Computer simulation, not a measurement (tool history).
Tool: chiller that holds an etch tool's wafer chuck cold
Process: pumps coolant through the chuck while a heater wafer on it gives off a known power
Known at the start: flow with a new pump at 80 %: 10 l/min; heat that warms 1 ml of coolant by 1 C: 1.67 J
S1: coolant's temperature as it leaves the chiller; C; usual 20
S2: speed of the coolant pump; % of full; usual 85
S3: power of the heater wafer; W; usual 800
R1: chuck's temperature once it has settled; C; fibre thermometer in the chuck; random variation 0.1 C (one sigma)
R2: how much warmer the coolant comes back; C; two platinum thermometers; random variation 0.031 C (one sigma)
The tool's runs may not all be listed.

run   hour  S1  S2    S3    R1    R2
  1      0  20  85   800  28.8  2.81
  2   67.5  20  85   800  28.9  2.78
  3  133.9  13  85   800  21.7  2.83
  4    203  13  85   800    22   2.8
  5  241.6  20  85   800    29  2.78
  6  294.3  15  85   800  23.8  2.79
  7  373.8  23  85   800  31.9  2.79
     383.6  -- coolant pump overhauled
  8  426.3  23  85   800  31.9  2.84
  9  498.3  23  85   800    32   2.9
 10  581.3  23  85   800  32.1  2.86
 11  664.6  14  94  1057  25.3  3.42
 12  713.5  14  94   442  18.9   1.4

Some steps in R1 between neighbouring runs. How much of each would the tool show without its hidden state too (settings, what came in, random variation), and how much is left for the hidden state, with any gauge scatter that isn't in both results?
The hidden state here: heat passed by the chuck's channels, % of clean ones'; flow at a given pump speed, % of a new pump's; coolant's true temperature over the reading, C; drift of the gauge itself on chuck_c, C; drift of the gauge itself on warmer_back_c, C.
Run 6 -> 7: S1 15 -> 23. R1 +8.1 C: hidden state +0.1, all else +8.
Run 11 -> 12: S3 1057 -> 442. R1 -6.4 C: hidden state -0.4, all else -6.

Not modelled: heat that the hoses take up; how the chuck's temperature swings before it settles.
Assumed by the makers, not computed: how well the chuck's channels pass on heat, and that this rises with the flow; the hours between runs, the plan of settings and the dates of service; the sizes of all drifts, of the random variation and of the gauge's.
